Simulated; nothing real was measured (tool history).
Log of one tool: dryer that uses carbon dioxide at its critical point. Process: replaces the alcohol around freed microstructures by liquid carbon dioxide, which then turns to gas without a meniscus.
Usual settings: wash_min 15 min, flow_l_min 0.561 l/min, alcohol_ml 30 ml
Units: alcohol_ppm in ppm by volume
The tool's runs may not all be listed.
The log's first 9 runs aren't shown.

run   hour  wash_min  flow_l_min  alcohol_ml  hours of work since the filter was changed  hours of work since the purifier's bed was changed  alcohol_ppm
 10  144.6        15       0.794          30                                         218                                                 419           27
 11  157.6        15       0.794          30                                         228                                                 428           28
 12  168.3        15       0.561          30                                         236                                                 436           76
 13  189.7        15       0.561          30                                         251                                                 452           91
 14    209        15       0.561          30                                         265                                                 466           87
 15  227.9        15       0.561          30                                         279                                                 480           90
 16  249.4        15       0.561          30                                         295                                                 495           95
 17  260.3        15       0.561          30                                         303                                                 503           92
     266.3  -- inlet filter changed
 18  280.4        15       0.561          30                                          10                                                 517           60
 19  295.9        15       0.561          30                                          22                                                 529           61
 20  308.8        15       0.561          30                                          31                                                 538           71
 21  326.3        15       0.561          30                                          44                                                 551           59
 22  343.3        15       0.561          30                                          56                                                 564           60
 23    358        12       0.561          30                                          67                                                 574          186
 24  370.4        12       0.561          30                                          76                                                 583          193
 25  386.8        12       0.561          30                                          88                                                 595          189

Forecast run 26:
 26  404.7        11       0.669          30                                         101                                                 609            ?

{"run 26": {"alcohol_ppm": 113}}
Without the tool's hidden state the same run would have given alcohol_ppm 77 ppm by volume.
